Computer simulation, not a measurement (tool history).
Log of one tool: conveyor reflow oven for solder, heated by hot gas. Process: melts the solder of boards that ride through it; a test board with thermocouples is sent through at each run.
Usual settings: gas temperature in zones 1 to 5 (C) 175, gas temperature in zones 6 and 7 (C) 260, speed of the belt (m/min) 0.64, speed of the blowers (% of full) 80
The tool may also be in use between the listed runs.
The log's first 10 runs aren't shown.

| run | hour | gas temperature in zones 1 to 5 (C) | gas temperature in zones 6 and 7 (C) | speed of the belt (m/min) | speed of the blowers (% of full) | hours of work since the flux was cleaned out | hours of work since the belt drive was overhauled | hours of work since the thermocouples were changed | highest temperature of the board (C) | time above the solder's melting point (s) |
|---|---|---|---|---|---|---|---|---|---|---|
| 11 | 133.5 | 175 | 260 | 0.64 | 80 | 223 | 506 | 629 | 249.3 | 50 |
| 12 | 143.1 | 175 | 260 | 0.64 | 80 | 230 | 513 | 636 | 249.2 | 49.5 |
| 13 | 159.4 | 175 | 260 | 0.64 | 80 | 240 | 524 | 647 | 249.4 | 49.4 |
| 14 | 177.3 | 175 | 260 | 0.64 | 80 | 252 | 535 | 658 | 248.9 | 49.6 |
| 15 | 191.5 | 175 | 260 | 0.64 | 80 | 261 | 545 | 668 | 248.9 | 49.2 |
| 16 | 205.1 | 175 | 260 | 0.64 | 80 | 270 | 554 | 677 | 249.6 | 49.6 |
| 17 | 220.8 | 167 | 258 | 0.64 | 80 | 281 | 564 | 687 | 246.1 | 45 |
| 18 | 235.7 | 167 | 258 | 0.64 | 80 | 291 | 574 | 697 | 245.9 | 44.8 |
| 19 | 252.8 | 187 | 254 | 0.686 | 83 | 302 | 585 | 708 | 243.8 | 46.4 |
| 20 | 265.2 | 187 | 254 | 0.686 | 83 | 310 | 594 | 717 | 243.6 | 46.3 |
| 21 | 284.9 | 175 | 260 | 0.64 | 76 | 323 | 607 | 730 | 247.8 | 48.5 |
| 22 | 293.4 | 175 | 268 | 0.64 | 76 | 329 | 612 | 735 | 255.2 | 53 |
| 23 | 311.5 | 175 | 260 | 0.64 | 52 | 341 | 624 | 747 | 245.3 | 45.5 |
| 24 | 324.6 | 175 | 265 | 0.611 | 80 | 349 | 633 | 756 | 254.2 | 54.7 |
| 25 | 339.9 | 175 | 265 | 0.611 | 80 | 360 | 643 | 766 | 253.7 | 55.1 |
| 26 | 351.2 | 160 | 270 | 0.538 | 70 | 367 | 650 | 773 | 259 | 61.3 |
|  | 358 | flux residue cleaned out of gas plates and filters |
| 27 | 375.8 | 188 | 270 | 0.538 | 70 | 12 | 663 | 786 | 263.6 | 72.7 |
| 28 | 385.6 | 188 | 261 | 0.739 | 56 | 18 | 670 | 793 | 246.8 | 44.4 |
| 29 | 402.7 | 175 | 260 | 0.545 | 80 | 30 | 681 | 804 | 253.1 | 62.9 |
| 30 | 413.6 | 173 | 260 | 0.59 | 80 | 37 | 688 | 811 | 251.1 | 56.1 |
| 31 | 426.9 | 173 | 260 | 0.59 | 80 | 46 | 697 | 820 | 251.7 | 56 |

Forecast each of these 3 alternatives for the next run:
| A | 436.6 | 175 | 260 | 0.64 | 81 | 52 | 704 | 827 | ? | ? |
| B | 436.6 | 179 | 270 | 0.59 | 83 | 52 | 704 | 827 | ? | ? |
| C | 436.6 | 187 | 254 | 0.64 | 80 | 52 | 704 | 827 | ? | ? |

| run | highest temperature of the board (C) | time above the solder's melting point (s) |
|---|---|---|
| A | 250.5 | 50.8 |
| B | 261.9 | 62.7 |
| C | 245.6 | 52.7 |
Without the tool's hidden state the same runs would have given:
| run | highest temperature of the board (C) | time above the solder's melting point (s) |
|---|---|---|
| A | 252 | 51.3 |
| B | 263.4 | 62.8 |
| C | 247.1 | 53.2 |

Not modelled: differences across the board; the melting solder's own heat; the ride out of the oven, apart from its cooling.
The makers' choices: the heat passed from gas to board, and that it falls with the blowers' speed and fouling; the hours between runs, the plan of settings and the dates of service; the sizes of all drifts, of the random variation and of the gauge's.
